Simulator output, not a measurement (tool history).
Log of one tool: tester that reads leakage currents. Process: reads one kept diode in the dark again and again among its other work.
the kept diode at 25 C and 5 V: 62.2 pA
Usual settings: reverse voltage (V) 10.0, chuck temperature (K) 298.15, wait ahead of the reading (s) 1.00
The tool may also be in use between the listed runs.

| run | day | reverse voltage (V) | chuck temperature (K) | wait ahead of the reading (s) | current that the tester gives (pA) |
|---|---|---|---|---|---|
| 1 | 0.000 | 10.0 | 298.15 | 1.00 | 85.77 |
| 2 | 1.212 | 10.0 | 298.15 | 1.00 | 86.10 |
| 3 | 3.621 | 10.0 | 298.15 | 1.00 | 86.33 |
| 4 | 5.479 | 10.0 | 298.15 | 2.99 | 84.82 |
| 5 | 7.258 | 10.0 | 298.15 | 2.99 | 84.81 |
| 6 | 9.450 | 10.0 | 298.15 | 1.00 | 85.75 |
| 7 | 11.654 | 10.0 | 298.15 | 1.00 | 85.51 |
| 8 | 12.888 | 5.5 | 298.15 | 1.00 | 66.60 |
| 9 | 14.171 | 5.5 | 298.15 | 9.72 | 65.73 |
| 10 | 16.008 | 5.5 | 298.15 | 9.72 | 65.82 |
| 11 | 18.300 | 5.5 | 298.15 | 9.72 | 65.60 |
| 12 | 20.271 | 5.5 | 298.15 | 9.72 | 65.35 |
| 13 | 22.646 | 5.5 | 298.15 | 9.72 | 65.28 |
| 14 | 23.829 | 5.5 | 298.15 | 9.72 | 65.22 |
| 15 | 25.042 | 5.5 | 314.15 | 9.72 | 263.32 |
|  | 25.392 | probe card cleaned and baked |
| 16 | 27.183 | 16.2 | 298.15 | 1.00 | 119.16 |
| 17 | 28.554 | 16.2 | 298.15 | 1.00 | 118.91 |
| 18 | 29.708 | 13.1 | 324.15 | 7.70 | 836.75 |
|  | 31.492 | probe card cleaned and baked, once more |
| 19 | 31.992 | 12.7 | 313.15 | 0.61 | 319.26 |
| 20 | 33.008 | 12.7 | 313.15 | 0.61 | 322.51 |
| 21 | 34.346 | 18.9 | 331.15 | 1.19 | 1613.25 |
| 22 | 36.150 | 10.0 | 295.15 | 1.09 | 56.88 |
| 23 | 37.283 | 3.9 | 298.15 | 1.45 | 52.38 |
| 24 | 39.012 | 3.2 | 314.15 | 1.45 | 208.07 |
| 25 | 39.992 | 10.2 | 331.15 | 1.62 | 1288.60 |
| 26 | 42.375 | 10.2 | 331.15 | 1.62 | 1285.53 |
| 27 | 44.071 | 3.1 | 298.15 | 1.27 | 48.26 |
| 28 | 45.842 | 1.7 | 310.15 | 0.68 | 115.85 |
|  | 46.400 | chuck's temperature calibrated |
| 29 | 48.067 | 1.6 | 324.15 | 0.68 | 413.40 |
| 30 | 49.646 | 5.0 | 293.15 | 0.67 | 40.99 |

Measured less the same run without the tool's hidden state. The same run-to-run variation is in both; the gauge's scatter may not be:
The hidden state here: stray current of the dirty probe card, pA a volt; current scale over the true one, %; true chuck temperature over the reading, C; drift of the gauge itself on leakage_pa, %.
| run | current that the tester gives (pA) |
|---|---|
| 1 | +4.05 |
| 2 | +4.05 |
| 3 | +4.06 |
| 4 | +4.06 |
| 5 | +4.05 |
| 6 | +4.04 |
| 7 | +4.01 |
| 8 | +0.96 |
| 9 | +0.93 |
| 10 | +0.89 |
| 11 | +0.82 |
| 12 | +0.77 |
| 13 | +0.70 |
| 14 | +0.66 |
| 15 | -13.36 |
| 16 | +20.48 |
| 17 | +20.46 |
| 18 | -36.99 |
| 19 | -25.69 |
| 20 | -26.26 |
| 21 | -120.25 |
| 22 | -4.89 |
| 23 | -4.84 |
| 24 | -18.44 |
| 25 | -103.61 |
| 26 | -106.45 |
| 27 | -4.75 |
| 28 | -11.49 |
| 29 | +7.04 |
| 30 | +1.53 |
